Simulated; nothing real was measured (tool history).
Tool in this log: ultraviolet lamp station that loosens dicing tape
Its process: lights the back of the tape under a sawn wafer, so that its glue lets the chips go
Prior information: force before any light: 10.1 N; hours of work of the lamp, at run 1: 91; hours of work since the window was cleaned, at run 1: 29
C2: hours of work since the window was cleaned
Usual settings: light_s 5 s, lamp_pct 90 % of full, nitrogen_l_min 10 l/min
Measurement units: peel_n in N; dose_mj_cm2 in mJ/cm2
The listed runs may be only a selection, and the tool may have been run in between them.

run 1 hour=0 | light_s=5 lamp_pct=90 nitrogen_l_min=10 | hours_of_work_of_the_lamp=91 C2=29 | peel_n=0.264 dose_mj_cm2=292
run 2 hour=21.7 | light_s=5 lamp_pct=90 nitrogen_l_min=10 | hours_of_work_of_the_lamp=100 C2=38 | peel_n=0.277 dose_mj_cm2=298
run 3 hour=56.2 | light_s=4 lamp_pct=90 nitrogen_l_min=10 | hours_of_work_of_the_lamp=115 C2=53 | peel_n=0.438 dose_mj_cm2=240
run 4 hour=79.4 | light_s=4 lamp_pct=90 nitrogen_l_min=10 | hours_of_work_of_the_lamp=125 C2=63 | peel_n=0.411 dose_mj_cm2=240
run 5 hour=104.1 | light_s=4 lamp_pct=90 nitrogen_l_min=10 | hours_of_work_of_the_lamp=136 C2=73 | peel_n=0.438 dose_mj_cm2=246
run 6 hour=123.9 | light_s=5 lamp_pct=90 nitrogen_l_min=10 | hours_of_work_of_the_lamp=144 C2=82 | peel_n=0.267 dose_mj_cm2=302
run 7 hour=140.8 | light_s=5 lamp_pct=90 nitrogen_l_min=10 | hours_of_work_of_the_lamp=151 C2=89 | peel_n=0.277 dose_mj_cm2=304
run 8 hour=165.3 | light_s=5 lamp_pct=90 nitrogen_l_min=10 | hours_of_work_of_the_lamp=162 C2=100 | peel_n=0.272 dose_mj_cm2=307
run 9 hour=192 | light_s=5 lamp_pct=90 nitrogen_l_min=5 | hours_of_work_of_the_lamp=173 C2=111 | peel_n=0.378 dose_mj_cm2=297
run 10 hour=219.1 | light_s=5 lamp_pct=90 nitrogen_l_min=10 | hours_of_work_of_the_lamp=185 C2=123 | peel_n=0.272 dose_mj_cm2=301
run 11 hour=240.7 | light_s=5 lamp_pct=90 nitrogen_l_min=10 | hours_of_work_of_the_lamp=194 C2=132 | peel_n=0.272 dose_mj_cm2=300
run 12 hour=261 | light_s=5 lamp_pct=90 nitrogen_l_min=10 | hours_of_work_of_the_lamp=203 C2=141 | peel_n=0.273 dose_mj_cm2=302
run 13 hour=286.1 | light_s=5 lamp_pct=90 nitrogen_l_min=10 | hours_of_work_of_the_lamp=214 C2=152 | peel_n=0.269 dose_mj_cm2=298
run 14 hour=318.6 | light_s=8 lamp_pct=90 nitrogen_l_min=10 | hours_of_work_of_the_lamp=228 C2=166 | peel_n=0.174 dose_mj_cm2=477
run 15 hour=344.5 | light_s=8 lamp_pct=90 nitrogen_l_min=10 | hours_of_work_of_the_lamp=239 C2=177 | peel_n=0.175 dose_mj_cm2=478
run 16 hour=369.6 | light_s=5 lamp_pct=90 nitrogen_l_min=10 | hours_of_work_of_the_lamp=250 C2=188 | peel_n=0.281 dose_mj_cm2=301
run 17 hour=388.2 | light_s=5 lamp_pct=90 nitrogen_l_min=10 | hours_of_work_of_the_lamp=258 C2=196 | peel_n=0.267 dose_mj_cm2=295
run 18 hour=423.3 | light_s=5 lamp_pct=90 nitrogen_l_min=10 | hours_of_work_of_the_lamp=273 C2=211 | peel_n=0.27 dose_mj_cm2=298
run 19 hour=438.3 | light_s=5 lamp_pct=90 nitrogen_l_min=10 | hours_of_work_of_the_lamp=279 C2=217 | peel_n=0.27 dose_mj_cm2=294
run 20 hour=465.8 | light_s=5 lamp_pct=90 nitrogen_l_min=10 | hours_of_work_of_the_lamp=291 C2=229 | peel_n=0.28 dose_mj_cm2=298
run 21 hour=497.1 | light_s=5 lamp_pct=90 nitrogen_l_min=10 | hours_of_work_of_the_lamp=305 C2=243 | peel_n=0.274 dose_mj_cm2=293
run 22 hour=532.6 | light_s=5 lamp_pct=90 nitrogen_l_min=10 | hours_of_work_of_the_lamp=320 C2=258 | peel_n=0.28 dose_mj_cm2=302
run 23 hour=554.8 | light_s=4 lamp_pct=86 nitrogen_l_min=6 | hours_of_work_of_the_lamp=330 C2=267 | peel_n=0.607 dose_mj_cm2=229
run 24 hour=586.8 | light_s=2 lamp_pct=96 nitrogen_l_min=10 | hours_of_work_of_the_lamp=343 C2=281 | peel_n=1.581 dose_mj_cm2=128
run 25 hour=615.8 | light_s=2 lamp_pct=87 nitrogen_l_min=13 | hours_of_work_of_the_lamp=356 C2=294 | peel_n=1.768 dose_mj_cm2=116
run 26 hour=642.7 | light_s=2 lamp_pct=87 nitrogen_l_min=13 | hours_of_work_of_the_lamp=367 C2=305 | peel_n=1.796 dose_mj_cm2=113
run 27 hour=679.5 | light_s=10 lamp_pct=77 nitrogen_l_min=14 | hours_of_work_of_the_lamp=383 C2=321 | peel_n=0.162 dose_mj_cm2=510
run 28 hour=702.1 | light_s=4 lamp_pct=90 nitrogen_l_min=6 | hours_of_work_of_the_lamp=393 C2=331 | peel_n=0.554 dose_mj_cm2=239
run 29 hour=720.7 | light_s=4 lamp_pct=90 nitrogen_l_min=6 | hours_of_work_of_the_lamp=401 C2=339 | peel_n=0.554 dose_mj_cm2=241
run 30 hour=737.8 | light_s=4 lamp_pct=67 nitrogen_l_min=10 | hours_of_work_of_the_lamp=408 C2=346 | peel_n=0.829 dose_mj_cm2=175
run 31 hour=769.5 | light_s=5 lamp_pct=72 nitrogen_l_min=10 | hours_of_work_of_the_lamp=422 C2=360 | peel_n=0.432 dose_mj_cm2=238
run 32 hour=804.7 | light_s=5 lamp_pct=78 nitrogen_l_min=3 | hours_of_work_of_the_lamp=437 C2=375 | peel_n=0.635 dose_mj_cm2=259
run 33 hour=820.1 | light_s=5 lamp_pct=76 nitrogen_l_min=4 | hours_of_work_of_the_lamp=444 C2=381 | peel_n=0.6 dose_mj_cm2=251
run 34 hour=845.9 | light_s=9 lamp_pct=66 nitrogen_l_min=12 | hours_of_work_of_the_lamp=455 C2=393 | peel_n=0.179 dose_mj_cm2=389
-- hour=857 window cleaned of glue's vapour
run 35 hour=871.6 | light_s=5 lamp_pct=83 nitrogen_l_min=6 | hours_of_work_of_the_lamp=466 C2=6 | peel_n=0.391 dose_mj_cm2=275
run 36 hour=905.1 | light_s=7 lamp_pct=69 nitrogen_l_min=10 | hours_of_work_of_the_lamp=480 C2=21 | peel_n=0.245 dose_mj_cm2=320
run 37 hour=940 | light_s=3 lamp_pct=90 nitrogen_l_min=20 | hours_of_work_of_the_lamp=495 C2=36 | peel_n=0.65 dose_mj_cm2=178
run 38 hour=967.2 | light_s=7 lamp_pct=93 nitrogen_l_min=12 | hours_of_work_of_the_lamp=507 C2=47 | peel_n=0.177 dose_mj_cm2=429
run 39 hour=994.6 | light_s=3 lamp_pct=79 nitrogen_l_min=14 | hours_of_work_of_the_lamp=519 C2=59 | peel_n=0.959 dose_mj_cm2=154
run 40 hour=1031.3 | light_s=5 lamp_pct=90 nitrogen_l_min=10 | hours_of_work_of_the_lamp=534 C2=75 | peel_n=0.273 dose_mj_cm2=297
run 41 hour=1057.6 | light_s=5 lamp_pct=90 nitrogen_l_min=10 | hours_of_work_of_the_lamp=546 C2=86 | peel_n=0.268 dose_mj_cm2=299
run 42 hour=1091.2 | light_s=5 lamp_pct=96 nitrogen_l_min=6 | hours_of_work_of_the_lamp=560 C2=101 | peel_n=0.305 dose_mj_cm2=314
run 43 hour=1121.6 | light_s=5 lamp_pct=98 nitrogen_l_min=6 | hours_of_work_of_the_lamp=573 C2=114 | peel_n=0.283 dose_mj_cm2=323

Forecast run 44:
run 44 hour=1142 | light_s=5 lamp_pct=98 nitrogen_l_min=6 | hours_of_work_of_the_lamp=582 C2=123 | peel_n=? dose_mj_cm2=?

peel_n: 0.292 N
dose_mj_cm2: 323 mJ/cm2
Were there no unlogged condition in the tool, this run, its random variation unchanged, would have produced peel_n 0.29 N, dose_mj_cm2 324 mJ/cm2.
